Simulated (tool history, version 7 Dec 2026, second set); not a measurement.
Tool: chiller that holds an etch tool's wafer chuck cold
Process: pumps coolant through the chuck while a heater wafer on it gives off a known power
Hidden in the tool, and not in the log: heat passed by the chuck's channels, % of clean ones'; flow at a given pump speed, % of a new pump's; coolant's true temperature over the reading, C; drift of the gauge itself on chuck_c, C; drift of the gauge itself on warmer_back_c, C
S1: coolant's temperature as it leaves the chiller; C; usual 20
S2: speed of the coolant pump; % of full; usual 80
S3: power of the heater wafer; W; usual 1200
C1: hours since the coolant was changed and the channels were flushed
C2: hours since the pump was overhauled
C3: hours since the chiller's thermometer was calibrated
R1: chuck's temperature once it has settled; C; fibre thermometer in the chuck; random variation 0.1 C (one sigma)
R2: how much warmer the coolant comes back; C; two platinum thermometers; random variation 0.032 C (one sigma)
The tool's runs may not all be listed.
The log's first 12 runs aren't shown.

Run 13, hour 1060.1: usual settings but S3 728 W; C1 4716; C2 4899; C3 950. Result: R1 26.5 C, R2 1.59 C.
Run 14, hour 1165.5: usual settings but S1 14 C, S3 728 W; C1 4821; C2 5005; C3 1055. Result: R1 20.5 C, R2 1.47 C.
At hour 1187.5: gauge calibrated.
Run 15, hour 1212.0: usual settings but S2 77 % of full; C1 4868; C2 5051; C3 1102. Result: R1 30.7 C, R2 3.30 C.
Run 16, hour 1309.6: usual settings but S2 70 % of full, S3 748 W; C1 4965; C2 5149; C3 1199. Result: R1 27.0 C, R2 2.23 C.
Run 17, hour 1366.4: usual settings but S1 25 C, S2 84 % of full, S3 1615 W; C1 5022; C2 5206; C3 1256. Result: R1 38.6 C, R2 4.04 C.
Run 18, hour 1430.8: usual settings but S1 25 C, S2 85 % of full, S3 1243 W; C1 5086; C2 5270; C3 1321. Result: R1 35.7 C, R2 3.08 C.
Run 19, hour 1485.5: usual settings but S1 25 C, S2 85 % of full, S3 1243 W; C1 5141; C2 5325; C3 1375. Result: R1 35.4 C, R2 2.94 C.
Run 20, hour 1551.2: usual settings but S1 17 C, S2 85 % of full, S3 1628 W; C1 5207; C2 5390; C3 1441. Result: R1 30.6 C, R2 3.96 C.
Run 21, hour 1597.7: usual settings but S1 12 C, S2 85 % of full, S3 678 W; C1 5253; C2 5437; C3 1487. Result: R1 17.7 C, R2 1.52 C.

The next listed run, before its measurement:
Run 22, hour 1659.8: usual settings but S1 12 C, S2 85 % of full, S3 678 W; C1 5316; C2 5499; C3 1550. Result: R1 ?, R2 ?.

{"run 22": {"R1": 17.7, "R2": 1.55}}
Without the tool's hidden state the same run would have given R1 17.7 C, R2 1.72 C.
